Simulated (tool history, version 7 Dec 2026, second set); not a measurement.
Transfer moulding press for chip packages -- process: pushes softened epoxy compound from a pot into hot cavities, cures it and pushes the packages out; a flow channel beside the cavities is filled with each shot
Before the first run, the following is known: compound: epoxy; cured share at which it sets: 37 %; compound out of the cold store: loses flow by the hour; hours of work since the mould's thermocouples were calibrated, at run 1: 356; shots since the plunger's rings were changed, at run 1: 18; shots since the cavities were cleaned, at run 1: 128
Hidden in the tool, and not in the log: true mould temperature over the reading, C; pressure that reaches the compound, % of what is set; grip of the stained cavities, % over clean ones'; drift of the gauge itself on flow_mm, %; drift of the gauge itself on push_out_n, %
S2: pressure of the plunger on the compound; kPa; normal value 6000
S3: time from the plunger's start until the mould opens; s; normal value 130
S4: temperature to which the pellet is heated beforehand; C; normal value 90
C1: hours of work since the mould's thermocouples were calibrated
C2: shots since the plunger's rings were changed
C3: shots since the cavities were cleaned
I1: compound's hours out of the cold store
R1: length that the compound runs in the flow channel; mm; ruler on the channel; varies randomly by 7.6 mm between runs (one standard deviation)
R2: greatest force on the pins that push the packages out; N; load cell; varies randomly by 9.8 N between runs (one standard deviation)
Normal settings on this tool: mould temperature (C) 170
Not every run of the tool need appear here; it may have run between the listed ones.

{"run": 1, "hour": 0.0, "mould temperature (C)": 170, "S2": 6000, "S3": 130, "S4": 90, "C1": 356, "C2": 18, "C3": 128, "I1": 29.8, "R1": 905, "R2": 477}
{"run": 2, "hour": 13.6, "mould temperature (C)": 170, "S2": 6000, "S3": 130, "S4": 90, "C1": 365, "C2": 164, "C3": 274, "I1": 33.9, "R1": 902, "R2": 457}
{"run": 3, "hour": 23.6, "mould temperature (C)": 170, "S2": 6000, "S3": 130, "S4": 90, "C1": 372, "C2": 271, "C3": 381, "I1": 18.7, "R1": 928, "R2": 476}
{"hour": 30.7, "done": "cavities cleaned with cleaning compound and waxed"}
{"run": 4, "hour": 34.1, "mould temperature (C)": 170, "S2": 6000, "S3": 130, "S4": 90, "C1": 378, "C2": 367, "C3": 37, "I1": 19.7, "R1": 936, "R2": 471}
{"run": 5, "hour": 50.6, "mould temperature (C)": 170, "S2": 6000, "S3": 130, "S4": 90, "C1": 390, "C2": 543, "C3": 213, "I1": 21, "R1": 926, "R2": 459}
{"hour": 58.8, "done": "mould's thermocouples calibrated"}
{"run": 6, "hour": 62.7, "mould temperature (C)": 170, "S2": 6000, "S3": 130, "S4": 99, "C1": 3, "C2": 651, "C3": 321, "I1": 19, "R1": 930, "R2": 456}
{"hour": 75.0, "done": "cavities cleaned with cleaning compound and waxed"}
{"run": 7, "hour": 75.0, "mould temperature (C)": 170, "S2": 6000, "S3": 130, "S4": 99, "C1": 10, "C2": 766, "C3": 0, "I1": 34.3, "R1": 914, "R2": 449}
{"run": 8, "hour": 89.8, "mould temperature (C)": 170, "S2": 6000, "S3": 130, "S4": 99, "C1": 20, "C2": 925, "C3": 159, "I1": 21.9, "R1": 933, "R2": 445}
{"run": 9, "hour": 97.9, "mould temperature (C)": 170, "S2": 6000, "S3": 130, "S4": 99, "C1": 26, "C2": 1011, "C3": 245, "I1": 8.7, "R1": 968, "R2": 489}
{"run": 10, "hour": 108.2, "mould temperature (C)": 170, "S2": 6000, "S3": 130, "S4": 99, "C1": 33, "C2": 1122, "C3": 356, "I1": 39.8, "R1": 885, "R2": 437}
{"hour": 118.4, "done": "cavities cleaned with cleaning compound and waxed"}
{"run": 11, "hour": 122.9, "mould temperature (C)": 170, "S2": 6730, "S3": 130, "S4": 90, "C1": 42, "C2": 1263, "C3": 48, "I1": 32.8, "R1": 958, "R2": 455}
{"run": 12, "hour": 136.2, "mould temperature (C)": 170, "S2": 6730, "S3": 130, "S4": 90, "C1": 52, "C2": 1405, "C3": 190, "I1": 17.8, "R1": 982, "R2": 467}
{"run": 13, "hour": 147.5, "mould temperature (C)": 170, "S2": 6000, "S3": 130, "S4": 86, "C1": 59, "C2": 1526, "C3": 311, "I1": 15.2, "R1": 930, "R2": 465}
{"run": 14, "hour": 154.3, "mould temperature (C)": 170, "S2": 6000, "S3": 130, "S4": 86, "C1": 64, "C2": 1598, "C3": 383, "I1": 26.1, "R1": 926, "R2": 457}
{"hour": 160.8, "done": "cavities cleaned with cleaning compound and waxed"}
{"run": 15, "hour": 168.6, "mould temperature (C)": 170, "S2": 6000, "S3": 130, "S4": 86, "C1": 73, "C2": 1735, "C3": 83, "I1": 27.3, "R1": 907, "R2": 459}
{"run": 16, "hour": 184.1, "mould temperature (C)": 167, "S2": 4780, "S3": 130, "S4": 90, "C1": 84, "C2": 1901, "C3": 249, "I1": 19.7, "R1": 843, "R2": 539}
{"run": 17, "hour": 192.7, "mould temperature (C)": 167, "S2": 4780, "S3": 130, "S4": 90, "C1": 90, "C2": 1993, "C3": 341, "I1": 19.6, "R1": 845, "R2": 537}
{"hour": 203.1, "done": "cavities cleaned with cleaning compound and waxed"}
{"run": 18, "hour": 210.6, "mould temperature (C)": 169, "S2": 6420, "S3": 120, "S4": 95, "C1": 101, "C2": 2169, "C3": 81, "I1": 15.1, "R1": 973, "R2": 551}
{"run": 19, "hour": 222.7, "mould temperature (C)": 169, "S2": 6420, "S3": 120, "S4": 95, "C1": 109, "C2": 2297, "C3": 209, "I1": 16.3, "R1": 987, "R2": 560}
{"run": 20, "hour": 231.3, "mould temperature (C)": 169, "S2": 6420, "S3": 119, "S4": 95, "C1": 115, "C2": 2389, "C3": 301, "I1": 25.6, "R1": 971, "R2": 555}
{"run": 21, "hour": 243.4, "mould temperature (C)": 169, "S2": 6420, "S3": 119, "S4": 95, "C1": 124, "C2": 2518, "C3": 430, "I1": 22.7, "R1": 977, "R2": 549}
{"hour": 246.0, "done": "cavities cleaned with cleaning compound and waxed"}
{"run": 22, "hour": 254.1, "mould temperature (C)": 163, "S2": 5820, "S3": 118, "S4": 95, "C1": 130, "C2": 2617, "C3": 87, "I1": 40.7, "R1": 893, "R2": 900}
{"run": 23, "hour": 266.7, "mould temperature (C)": 170, "S2": 7430, "S3": 151, "S4": 90, "C1": 139, "C2": 2751, "C3": 221, "I1": 11.4, "R1": 1070, "R2": 408}
{"run": 24, "hour": 274.9, "mould temperature (C)": 177, "S2": 7460, "S3": 151, "S4": 85, "C1": 145, "C2": 2840, "C3": 310, "I1": 12, "R1": 1028, "R2": 369}
{"hour": 289.6, "done": "cavities cleaned with cleaning compound and waxed"}
{"run": 25, "hour": 290.2, "mould temperature (C)": 177, "S2": 7460, "S3": 151, "S4": 85, "C1": 154, "C2": 2987, "C3": 7, "I1": 19.8, "R1": 998, "R2": 384}
{"run": 26, "hour": 306.5, "mould temperature (C)": 177, "S2": 7460, "S3": 151, "S4": 85, "C1": 166, "C2": 3161, "C3": 181, "I1": 45.1, "R1": 954, "R2": 367}
{"run": 27, "hour": 318.6, "mould temperature (C)": 167, "S2": 6000, "S3": 130, "S4": 82, "C1": 174, "C2": 3291, "C3": 311, "I1": 38.9, "R1": 900, "R2": 557}
{"hour": 332.2, "done": "cavities cleaned with cleaning compound and waxed"}
{"run": 28, "hour": 334.8, "mould temperature (C)": 171, "S2": 6000, "S3": 130, "S4": 97, "C1": 184, "C2": 3448, "C3": 28, "I1": 15.9, "R1": 950, "R2": 458}

Alternative continuations, all from the tool just after run 28; predict every row:
{"run": "A", "hour": 344.7, "mould temperature (C)": 171, "S2": 5580, "S3": 157, "S4": 92, "C1": 191, "C2": 3554, "C3": 134, "I1": 38.2, "R1": "?", "R2": "?"}
{"run": "B", "hour": 344.7, "mould temperature (C)": 170, "S2": 5880, "S3": 130, "S4": 90, "C1": 191, "C2": 3554, "C3": 134, "I1": 42.2, "R1": "?", "R2": "?"}
{"run": "C", "hour": 344.7, "mould temperature (C)": 171, "S2": 6000, "S3": 130, "S4": 91, "C1": 191, "C2": 3554, "C3": 134, "I1": 23, "R1": "?", "R2": "?"}

run=A R1=847 R2=376
run=B R1=866 R2=446
run=C R1=920 R2=443
With the hidden condition removed and each run's random variation left untouched, the same runs would have given:
run=A R1=849 R2=373
run=B R1=868 R2=443
run=C R1=922 R2=440
